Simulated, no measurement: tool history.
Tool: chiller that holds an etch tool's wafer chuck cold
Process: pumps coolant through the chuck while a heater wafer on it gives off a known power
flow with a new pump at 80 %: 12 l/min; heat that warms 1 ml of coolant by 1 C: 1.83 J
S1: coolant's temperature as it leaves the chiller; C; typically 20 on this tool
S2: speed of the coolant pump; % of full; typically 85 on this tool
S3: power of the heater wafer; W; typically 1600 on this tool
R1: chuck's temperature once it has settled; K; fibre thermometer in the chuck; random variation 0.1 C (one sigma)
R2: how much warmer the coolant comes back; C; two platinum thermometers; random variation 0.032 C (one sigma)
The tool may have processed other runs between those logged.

run	hour	S1	S2	S3	R1	R2
1	0.0	20	85	1600	303.45	4.31
2	162.3	20	85	1600	303.55	4.37
3	263.1	20	85	1600	303.35	4.38
# hour 387.8: coolant changed, channels flushed
4	468.3	20	85	1600	302.65	4.36
5	604.1	20	85	1600	302.95	4.34
6	769.6	20	85	1600	302.75	4.39
7	854.6	20	85	1600	302.85	4.39
# hour 1015.3: chiller's thermometer calibrated
8	1015.8	20	85	1600	302.85	4.40
9	1102.4	15	85	1600	297.75	4.31
10	1270.2	15	85	1600	297.55	4.31
11	1408.0	15	85	1600	297.65	4.31
12	1490.5	15	85	1600	297.75	4.41
13	1658.6	15	85	1600	297.55	4.42
14	1795.6	15	85	1600	297.65	4.38
15	1905.5	10	85	1600	292.65	4.39
16	1998.0	10	85	1600	292.85	4.41
17	2123.0	10	85	1600	292.85	4.44
# hour 2210.3: chiller's thermometer calibrated, once more
18	2297.9	10	85	1600	293.75	4.47
19	2471.3	13	73	1600	298.05	5.20
20	2618.8	21	93	1784	305.15	4.54
# hour 2719.1: coolant pump overhauled
21	2719.1	21	93	1784	304.35	4.19
22	2862.9	17	83	1600	300.25	4.23
23	3001.9	17	91	2127	302.75	5.10
24	3166.9	17	96	905	295.25	2.06
25	3363.3	14	75	1600	298.15	4.70
26	3551.2	21	98	1600	302.95	3.63
27	3710.4	15	98	983	293.55	2.26
28	3791.7	15	98	983	293.55	2.23
29	3909.4	20	85	2071	306.05	5.37
30	4037.3	11	67	950	291.35	3.15
31	4186.9	20	78	1302	301.85	3.71
32	4275.3	20	78	1302	302.05	3.69
33	4370.7	11	85	1600	294.05	4.19

Branching from run 33: 3 alternative next runs. What would each branch give?
A	4461.5	11	74	1307	?	?
B	4461.5	17	66	2172	?	?
C	4461.5	11	85	1327	?	?

run	R1	R2
A	293.15	3.94
B	307.05	7.30
C	292.45	3.48
What these runs would have given with no unlogged condition in the tool:
run	R1	R2
A	292.85	3.85
B	306.25	7.12
C	292.25	3.40
